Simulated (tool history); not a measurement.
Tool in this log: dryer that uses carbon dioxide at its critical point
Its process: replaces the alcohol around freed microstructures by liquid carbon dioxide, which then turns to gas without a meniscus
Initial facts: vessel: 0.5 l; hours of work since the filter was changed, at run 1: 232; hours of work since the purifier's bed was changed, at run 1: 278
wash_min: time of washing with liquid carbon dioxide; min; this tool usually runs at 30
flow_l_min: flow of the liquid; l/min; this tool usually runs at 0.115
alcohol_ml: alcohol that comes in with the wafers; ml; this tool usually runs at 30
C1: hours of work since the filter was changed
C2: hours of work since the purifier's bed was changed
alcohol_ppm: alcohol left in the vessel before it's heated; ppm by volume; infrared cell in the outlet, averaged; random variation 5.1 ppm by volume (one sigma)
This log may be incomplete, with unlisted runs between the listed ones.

Run 1, hour 0: usual settings; C1 232; C2 278. Result: alcohol_ppm 190 ppm by volume.
Run 2, hour 9.7: usual settings; C1 240; C2 285. Result: alcohol_ppm 201 ppm by volume.
Run 3, hour 19.8: usual settings but flow_l_min 0.114 l/min; C1 247; C2 293. Result: alcohol_ppm 202 ppm by volume.
Run 4, hour 30.1: usual settings but flow_l_min 0.114 l/min; C1 255; C2 301. Result: alcohol_ppm 210 ppm by volume.
Run 5, hour 49.1: usual settings but flow_l_min 0.114 l/min; C1 270; C2 315. Result: alcohol_ppm 218 ppm by volume.
Run 6, hour 59.1: usual settings but flow_l_min 0.114 l/min; C1 278; C2 323. Result: alcohol_ppm 223 ppm by volume.
Run 7, hour 76.3: usual settings but flow_l_min 0.085 l/min; C1 291; C2 336. Result: alcohol_ppm 881 ppm by volume.
Run 8, hour 89.8: usual settings but flow_l_min 0.085 l/min; C1 301; C2 347. Result: alcohol_ppm 848 ppm by volume.
Run 9, hour 110.8: usual settings but flow_l_min 0.085 l/min; C1 317; C2 363. Result: alcohol_ppm 890 ppm by volume.
Run 10, hour 127.2: usual settings but wash_min 22 min, flow_l_min 0.085 l/min; C1 330; C2 376. Result: alcohol_ppm 2821 ppm by volume.
Run 11, hour 141.6: usual settings but wash_min 22 min, flow_l_min 0.085 l/min; C1 341; C2 387. Result: alcohol_ppm 2869 ppm by volume.
Run 12, hour 161.1: usual settings but wash_min 22 min, flow_l_min 0.085 l/min; C1 356; C2 402. Result: alcohol_ppm 2868 ppm by volume.
Run 13, hour 181.4: usual settings; C1 372; C2 417. Result: alcohol_ppm 275 ppm by volume.
Run 14, hour 191.1: usual settings but wash_min 25 min, flow_l_min 0.106 l/min; C1 379; C2 425. Result: alcohol_ppm 909 ppm by volume.
Run 15, hour 212.7: usual settings but wash_min 44 min, flow_l_min 0.195 l/min; C1 396; C2 441. Result: alcohol_ppm 45 ppm by volume.
At hour 220.5: inlet filter changed.
Run 16, hour 233: usual settings but wash_min 44 min, flow_l_min 0.195 l/min; C1 10; C2 456. Result: alcohol_ppm 54 ppm by volume.
Run 17, hour 242.5: usual settings but wash_min 21 min, flow_l_min 0.138 l/min, alcohol_ml 62 ml; C1 17; C2 463. Result: alcohol_ppm 522 ppm by volume.
Run 18, hour 256: usual settings but wash_min 21 min, flow_l_min 0.138 l/min, alcohol_ml 62 ml; C1 27; C2 474. Result: alcohol_ppm 531 ppm by volume.
Run 19, hour 270.6: usual settings but wash_min 23 min, flow_l_min 0.16 l/min, alcohol_ml 97 ml; C1 38; C2 485. Result: alcohol_ppm 227 ppm by volume.
Run 20, hour 283.6: usual settings but wash_min 23 min, flow_l_min 0.16 l/min, alcohol_ml 97 ml; C1 48; C2 495. Result: alcohol_ppm 235 ppm by volume.
Run 21, hour 295.2: usual settings but wash_min 23 min, flow_l_min 0.141 l/min, alcohol_ml 97 ml; C1 57; C2 504. Result: alcohol_ppm 463 ppm by volume.
Run 22, hour 309.5: usual settings but wash_min 41 min, flow_l_min 0.176 l/min, alcohol_ml 98 ml; C1 68; C2 515. Result: alcohol_ppm 56 ppm by volume.
Run 23, hour 321: usual settings but wash_min 21 min, flow_l_min 0.189 l/min, alcohol_ml 119 ml; C1 77; C2 524. Result: alcohol_ppm 204 ppm by volume.
Run 24, hour 331.8: usual settings but wash_min 25 min, flow_l_min 0.073 l/min; C1 86; C2 532. Result: alcohol_ppm 1991 ppm by volume.
Run 25, hour 353: usual settings but wash_min 26 min, flow_l_min 0.133 l/min; C1 102; C2 548. Result: alcohol_ppm 165 ppm by volume.

Below are 4 alternative next runs, each starting from the tool's condition after run 25. Predict each:
Run A, hour 367.7: usual settings but wash_min 26 min, flow_l_min 0.095 l/min; C1 113; C2 560. Result: alcohol_ppm ?.
Run B, hour 367.7: usual settings but wash_min 20 min, flow_l_min 0.117 l/min, alcohol_ml 97 ml; C1 113; C2 560. Result: alcohol_ppm ?.
Run C, hour 367.7: usual settings but wash_min 26 min, flow_l_min 0.133 l/min, alcohol_ml 118 ml; C1 113; C2 560. Result: alcohol_ppm ?.
Run D, hour 367.7: usual settings but wash_min 18 min; C1 113; C2 560. Result: alcohol_ppm ?.

run  alcohol_ppm
  A          681
  B         2664
  C          466
  D         1384
Had the tool no hidden state, the same runs would have come out as:
run  alcohol_ppm
  A          490
  B         2071
  C          291
  D         1082
